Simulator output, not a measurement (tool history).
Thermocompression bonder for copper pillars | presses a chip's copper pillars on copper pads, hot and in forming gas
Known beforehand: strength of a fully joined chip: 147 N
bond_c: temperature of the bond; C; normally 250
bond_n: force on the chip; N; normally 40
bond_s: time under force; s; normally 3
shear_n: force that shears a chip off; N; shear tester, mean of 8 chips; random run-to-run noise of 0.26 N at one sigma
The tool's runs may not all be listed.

run   hour  bond_c  bond_n  bond_s  shear_n
  1    0.0     250      40       3     53.4
  2   22.0     250      40       3     53.5
  3   44.3     252      40       3     55.0
  4   56.1     250      25       3     38.0
  5   79.1     250      25       3     38.6
  6   91.2     250      25       3     38.3
  7  112.5     250      25       3     38.2
  8  139.5     250      25       5     46.9
  9  151.6     250      29       3     41.9
 10  172.9     250      29       3     42.0
 11  193.8     250      29       3     42.1
 12  215.4     250      29       3     41.8
 13  240.4     250      29       3     41.9
     257.3  -- gauge calibrated
 14  263.6     250      29       3     43.1
 15  284.0     250      29       3     43.0
 16  308.5     250      40       3     53.3
 17  329.3     250      40       9     78.8
 18  342.6     250      40       9     78.9
 19  369.0     250      40       3     53.1
 20  387.0     250      40       3     52.6
 21  402.6     230      40       3     40.5
 22  427.6     230      40       3     40.8
     430.3  -- forming gas filter changed
 23  455.1     247      52       4     66.8
 24  481.5     265      29       5     61.3
 25  494.8     265      25       5     55.6
 26  511.6     251      37       8     72.6
 27  532.1     277      37       5     79.3
 28  549.4     277      37       5     79.2
 29  562.6     236      37       3     41.3
 30  577.8     236      44       3     45.8
 31  600.1     250      46       2     48.9
 32  621.8     250      46       2     48.4
 33  633.6     250      46       2     48.0
 34  645.3     259      31       8     69.5
 35  667.6     259      31       8     69.4
 36  687.9     259      31       8     68.2
 37  701.3     224      25       8     39.5
 38  718.6     250      58       4     72.2

Results per run with the tool's hidden condition removed, run-to-run variation unchanged:
Unlogged tool condition in this case: true temperature of the bond over the reading, C; force that reaches the chip, % of what is set; oxide that the forming gas leaves, % of the face; drift of the gauge itself on shear_n, %.
run  shear_n
  1     53.5
  2     53.7
  3     55.3
  4     38.3
  5     39.0
  6     38.7
  7     38.7
  8     47.7
  9     42.7
 10     42.9
 11     43.1
 12     43.0
 13     43.1
 14     43.2
 15     43.2
 16     53.7
 17     79.6
 18     79.8
 19     53.9
 20     53.4
 21     41.2
 22     41.7
 23     68.3
 24     62.8
 25     57.2
 26     74.7
 27     81.9
 28     82.0
 29     42.8
 30     47.5
 31     50.9
 32     50.5
 33     50.1
 34     72.7
 35     72.8
 36     71.7
 37     41.6
 38     76.2

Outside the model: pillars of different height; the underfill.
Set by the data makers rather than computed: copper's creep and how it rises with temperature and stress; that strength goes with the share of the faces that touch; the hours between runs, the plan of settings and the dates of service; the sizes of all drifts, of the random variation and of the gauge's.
